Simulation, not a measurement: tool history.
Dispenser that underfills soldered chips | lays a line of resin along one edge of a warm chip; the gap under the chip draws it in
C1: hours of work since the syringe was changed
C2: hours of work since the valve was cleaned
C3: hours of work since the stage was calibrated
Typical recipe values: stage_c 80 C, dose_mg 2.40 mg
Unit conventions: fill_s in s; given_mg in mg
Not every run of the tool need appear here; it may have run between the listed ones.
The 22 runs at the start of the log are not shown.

At hour 231.0: new syringe of resin.
Run 23, hour 244.7: usual settings but stage_c 79 C, dose_mg 2.90 mg; C1 11; C2 39; C3 566. Result: fill_s 63.8 s, given_mg 2.84 mg.
At hour 247.0: new syringe of resin.
Run 24, hour 258.5: usual settings but stage_c 84 C, dose_mg 2.72 mg; C1 9; C2 49; C3 576. Result: fill_s 45.8 s, given_mg 2.67 mg.
At hour 262.7: new syringe of resin.
Run 25, hour 270.7: usual settings but stage_c 89 C, dose_mg 2.11 mg; C1 6; C2 59; C3 586. Result: fill_s 32.1 s, given_mg 2.06 mg.
At hour 279.0: new syringe of resin.
Run 26, hour 282.1: usual settings but stage_c 86 C, dose_mg 3.05 mg; C1 2; C2 67; C3 594. Result: fill_s 27.3 s, given_mg 2.94 mg.
Run 27, hour 291.4: usual settings but stage_c 86 C, dose_mg 3.05 mg; C1 10; C2 75; C3 602. Result: fill_s 43.9 s, given_mg 2.93 mg.
At hour 295.4: new syringe of resin.
Run 28, hour 303.8: usual settings but stage_c 86 C, dose_mg 3.05 mg; C1 7; C2 84; C3 611. Result: fill_s 35.4 s, given_mg 2.87 mg.
At hour 311.1: new syringe of resin.
Run 29, hour 311.1: usual settings but stage_c 79 C, dose_mg 2.49 mg; C1 0; C2 90; C3 617. Result: fill_s 33.1 s, given_mg 2.39 mg.
Run 30, hour 324.1: usual settings but dose_mg 2.93 mg; C1 10; C2 100; C3 627. Result: fill_s 61.4 s, given_mg 2.80 mg.
At hour 326.9: new syringe of resin.
Run 31, hour 336.7: usual settings but stage_c 81 C, dose_mg 3.01 mg; C1 8; C2 109; C3 636. Result: fill_s 48.1 s, given_mg 2.83 mg.
At hour 342.1: dispensing valve cleaned and set on the balance.
At hour 343.3: new syringe of resin.
Run 32, hour 352.9: usual settings but stage_c 81 C, dose_mg 3.01 mg; C1 8; C2 8; C3 648. Result: fill_s 48.1 s, given_mg 2.99 mg.
At hour 359.8: new syringe of resin.
Run 33, hour 362.2: usual settings but stage_c 81 C, dose_mg 3.01 mg; C1 2; C2 15; C3 655. Result: fill_s 33.4 s, given_mg 3.00 mg.
Run 34, hour 372.6: usual settings but stage_c 81 C, dose_mg 2.17 mg; C1 10; C2 23; C3 663. Result: fill_s 59.1 s, given_mg 2.13 mg.
At hour 375.9: new syringe of resin.
Run 35, hour 380.9: usual settings but stage_c 72 C, dose_mg 2.25 mg; C1 4; C2 30; C3 670. Result: fill_s 59.5 s, given_mg 2.25 mg.
At hour 391.6: new syringe of resin.
Run 36, hour 393.2: usual settings but stage_c 74 C, dose_mg 2.34 mg; C1 1; C2 39; C3 679. Result: fill_s 44.5 s, given_mg 2.30 mg.

3 ways to go on from here, each from the tool as it stands after run 36. What would each give?
Run A, hour 400.9: usual settings but stage_c 74 C, dose_mg 2.66 mg; C1 7; C2 45; C3 685. Result: fill_s ?, given_mg ?.
Run B, hour 400.9: usual settings but stage_c 84 C, dose_mg 2.04 mg; C1 7; C2 45; C3 685. Result: fill_s ?, given_mg ?.
Run C, hour 400.9: usual settings but stage_c 70 C; C1 7; C2 45; C3 685. Result: fill_s ?, given_mg ?.

run  fill_s  given_mg
  A    66.1      2.57
  B    43.5      1.99
  C    80.2      2.37
Without the tool's hidden state the same runs would have given:
run  fill_s  given_mg
  A    38.0      2.64
  B    24.9      2.04
  C    45.8      2.43
